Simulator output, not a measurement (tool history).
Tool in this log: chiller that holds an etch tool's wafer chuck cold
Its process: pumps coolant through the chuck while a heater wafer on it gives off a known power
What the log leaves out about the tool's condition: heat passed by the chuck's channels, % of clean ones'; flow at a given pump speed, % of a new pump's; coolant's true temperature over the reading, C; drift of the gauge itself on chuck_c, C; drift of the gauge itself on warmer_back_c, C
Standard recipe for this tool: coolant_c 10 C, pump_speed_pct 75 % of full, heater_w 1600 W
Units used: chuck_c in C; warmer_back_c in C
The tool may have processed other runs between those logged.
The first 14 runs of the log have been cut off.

run	hour	coolant_c	pump_speed_pct	heater_w	hours since the coolant was changed and the channels were flushed	hours since the pump was overhauled	hours since the chiller's thermometer was calibrated	chuck_c	warmer_back_c
15	434.6	10	81	1600	207	1369	1542	29.7	4.92
16	475.5	10	75	1600	248	1410	1583	30.6	5.38
17	506.1	10	66	801	279	1440	1614	21.4	3.24
18	532.4	10	66	801	305	1467	1640	21.3	3.22
19	567.6	10	86	1614	340	1502	1675	29.2	4.71
20	594.2	3	62	836	367	1528	1702	15.1	3.53
21	614.3	3	62	836	387	1549	1722	15.2	3.53
22	653.2	13	74	1684	426	1587	1761	34.9	5.82
23	678.3	13	74	1684	451	1613	1786	35	5.78
24	719.6	13	74	1684	492	1654	1827	35.1	5.79
25	753.9	16	74	1684	526	1688	1861	38	5.81
26	788.4	16	74	1684	561	1723	1896	38	5.87
27	815.8	1	63	1600	588	1750	1923	24.3	6.53
28	836.1	1	63	1600	609	1770	1944	24.4	6.55
29	854.8	15	75	2282	627	1789	1962	44.5	7.74
30	883.6	3	83	1777	656	1818	1991	24.4	5.39
31	921	3	83	1777	694	1855	2029	24.7	5.43

Forecast each of these 4 alternatives for the next run:
A	947.5	3	83	1498	720	1882	2055	?	?
B	947.5	12	75	2268	720	1882	2055	?	?
C	947.5	2	97	1898	720	1882	2055	?	?
D	947.5	7	75	1600	720	1882	2055	?	?

run	chuck_c	warmer_back_c
A	21.2	4.6
B	41.3	7.64
C	23	4.85
D	27.8	5.5
With the hidden condition removed and each run's random variation left untouched, the same runs would have given:
run	chuck_c	warmer_back_c
A	21.2	4.38
B	41.3	7.41
C	23	4.62
D	27.8	5.27

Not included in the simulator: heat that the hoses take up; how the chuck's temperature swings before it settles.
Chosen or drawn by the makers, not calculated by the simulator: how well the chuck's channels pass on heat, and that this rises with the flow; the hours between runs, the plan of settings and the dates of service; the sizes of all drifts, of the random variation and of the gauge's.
